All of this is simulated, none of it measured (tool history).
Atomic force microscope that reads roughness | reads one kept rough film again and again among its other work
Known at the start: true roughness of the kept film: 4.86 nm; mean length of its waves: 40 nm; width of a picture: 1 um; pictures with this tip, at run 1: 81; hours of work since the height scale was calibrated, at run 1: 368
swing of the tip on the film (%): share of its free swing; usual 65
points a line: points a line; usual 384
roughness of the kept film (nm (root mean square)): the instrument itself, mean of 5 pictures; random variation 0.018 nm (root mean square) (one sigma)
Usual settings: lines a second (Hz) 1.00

| run | hour | lines a second (Hz) | swing of the tip on the film (%) | points a line | pictures with this tip | hours of work since the height scale was calibrated | roughness of the kept film (nm (root mean square)) |
|---|---|---|---|---|---|---|---|
| 1 | 0.0 | 1.00 | 65 | 384 | 81 | 368 | 3.987 |
| 2 | 48.4 | 1.00 | 56 | 384 | 119 | 390 | 3.950 |
| 3 | 82.8 | 1.00 | 56 | 384 | 147 | 406 | 3.867 |
|  | 104.8 | new tip fitted |
| 4 | 135.0 | 1.00 | 56 | 384 | 24 | 429 | 4.302 |
| 5 | 176.2 | 1.00 | 56 | 384 | 56 | 448 | 4.206 |
| 6 | 226.4 | 1.00 | 65 | 384 | 96 | 471 | 4.018 |
| 7 | 259.5 | 1.00 | 65 | 384 | 122 | 486 | 3.934 |
| 8 | 281.7 | 1.00 | 65 | 384 | 140 | 496 | 3.905 |
|  | 309.6 | new tip fitted |
| 9 | 336.6 | 1.00 | 65 | 384 | 21 | 521 | 4.250 |
| 10 | 374.0 | 1.00 | 65 | 384 | 50 | 538 | 4.133 |
| 11 | 400.5 | 1.00 | 65 | 384 | 71 | 550 | 4.040 |
| 12 | 425.1 | 1.00 | 65 | 384 | 91 | 561 | 4.005 |
| 13 | 463.7 | 1.00 | 65 | 384 | 122 | 579 | 3.928 |
| 14 | 509.2 | 0.83 | 65 | 973 | 158 | 600 | 3.866 |
|  | 514.5 | height scale calibrated on a step standard |
|  | 519.1 | new tip fitted |
| 15 | 540.3 | 0.83 | 65 | 973 | 17 | 12 | 4.271 |
| 16 | 563.4 | 0.83 | 65 | 973 | 35 | 22 | 4.199 |
| 17 | 615.4 | 1.00 | 66 | 261 | 76 | 46 | 3.984 |
| 18 | 658.9 | 1.00 | 66 | 261 | 111 | 66 | 3.901 |
| 19 | 688.1 | 2.69 | 62 | 384 | 134 | 79 | 3.628 |
| 20 | 719.2 | 2.69 | 62 | 711 | 159 | 93 | 3.596 |
|  | 724.5 | new tip fitted |
| 21 | 749.4 | 1.68 | 69 | 384 | 20 | 107 | 3.962 |
| 22 | 775.0 | 0.92 | 76 | 850 | 40 | 118 | 4.009 |
| 23 | 819.1 | 0.55 | 83 | 384 | 75 | 138 | 3.921 |
|  | 824.3 | height scale calibrated on a step standard, once more |
| 24 | 873.2 | 1.00 | 56 | 498 | 117 | 22 | 4.095 |
| 25 | 925.1 | 1.00 | 79 | 807 | 158 | 46 | 3.709 |
|  | 931.5 | new tip fitted |
| 26 | 964.4 | 3.08 | 64 | 474 | 26 | 64 | 3.909 |

Forecast each of these 5 alternatives for the next run:
| A | 1008.1 | 3.35 | 80 | 789 | 61 | 84 | ? |
| B | 1008.1 | 1.49 | 85 | 462 | 61 | 84 | ? |
| C | 1008.1 | 0.56 | 64 | 849 | 61 | 84 | ? |
| D | 1008.1 | 0.68 | 64 | 700 | 61 | 84 | ? |
| E | 1008.1 | 3.08 | 58 | 552 | 61 | 84 | ? |

| run | roughness of the kept film (nm (root mean square)) |
|---|---|
| A | 3.168 |
| B | 3.576 |
| C | 4.267 |
| D | 4.197 |
| E | 3.986 |
Without the tool's hidden state the same runs would have given:
| run | roughness of the kept film (nm (root mean square)) |
|---|---|
| A | 3.321 |
| B | 3.748 |
| C | 4.472 |
| D | 4.399 |
| E | 4.178 |
